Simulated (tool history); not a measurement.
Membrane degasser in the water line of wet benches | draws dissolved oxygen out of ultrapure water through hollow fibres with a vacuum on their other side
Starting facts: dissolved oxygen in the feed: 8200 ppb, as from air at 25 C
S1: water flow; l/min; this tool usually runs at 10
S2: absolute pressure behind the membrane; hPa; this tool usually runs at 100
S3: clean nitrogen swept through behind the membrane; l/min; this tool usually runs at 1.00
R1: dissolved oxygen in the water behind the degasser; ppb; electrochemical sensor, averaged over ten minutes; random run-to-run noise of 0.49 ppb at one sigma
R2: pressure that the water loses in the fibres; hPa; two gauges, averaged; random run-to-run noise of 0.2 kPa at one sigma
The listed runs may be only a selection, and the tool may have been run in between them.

Run 1, hour 0.0: usual settings. Result: R1 169.3 ppb, R2 456.8 hPa.
Run 2, hour 122.1: usual settings but S3 1.47 l/min. Result: R1 121.0 ppb, R2 460.1 hPa.
Run 3, hour 203.3: usual settings but S3 0.41 l/min. Result: R1 362.2 ppb, R2 460.4 hPa.
Run 4, hour 319.9: usual settings. Result: R1 170.3 ppb, R2 460.5 hPa.
Run 5, hour 460.5: usual settings. Result: R1 169.1 ppb, R2 459.4 hPa.
Run 6, hour 546.1: usual settings. Result: R1 170.3 ppb, R2 463.2 hPa.
Run 7, hour 673.7: usual settings. Result: R1 170.3 ppb, R2 463.0 hPa.
Run 8, hour 814.2: usual settings but S2 69 hPa, S3 2.54 l/min. Result: R1 44.9 ppb, R2 465.7 hPa.
Run 9, hour 916.6: usual settings but S2 73 hPa, S3 0.86 l/min. Result: R1 121.1 ppb, R2 462.9 hPa.
Run 10, hour 1004.8: usual settings but S2 73 hPa, S3 0.86 l/min. Result: R1 122.4 ppb, R2 464.5 hPa.
Run 11, hour 1090.9: usual settings but S3 1.84 l/min. Result: R1 100.2 ppb, R2 464.4 hPa.
Run 12, hour 1198.4: usual settings but S3 1.84 l/min. Result: R1 99.4 ppb, R2 465.9 hPa.
Run 13, hour 1316.5: usual settings but S2 103 hPa. Result: R1 177.0 ppb, R2 463.7 hPa.
Run 14, hour 1431.1: usual settings but S2 227 hPa, S3 2.05 l/min. Result: R1 239.7 ppb, R2 467.9 hPa.

Here are 3 independent what-if runs from the current tool condition. What would each one return?
Run A, hour 1522.1: usual settings but S1 8 l/min, S2 183 hPa, S3 0.45 l/min. Result: R1 ?, R2 ?.
Run B, hour 1522.1: usual settings but S2 164 hPa. Result: R1 ?, R2 ?.
Run C, hour 1522.1: usual settings but S2 227 hPa, S3 2.53 l/min. Result: R1 ?, R2 ?.

run     R1     R2
  A  584.4  374.0
  B  316.2  466.0
  C  198.5  469.0
Stripped of hidden state, with their random variation kept, the same runs would have yielded:
run     R1     R2
  A  572.3  369.2
  B  308.6  460.0
  C  193.4  463.0

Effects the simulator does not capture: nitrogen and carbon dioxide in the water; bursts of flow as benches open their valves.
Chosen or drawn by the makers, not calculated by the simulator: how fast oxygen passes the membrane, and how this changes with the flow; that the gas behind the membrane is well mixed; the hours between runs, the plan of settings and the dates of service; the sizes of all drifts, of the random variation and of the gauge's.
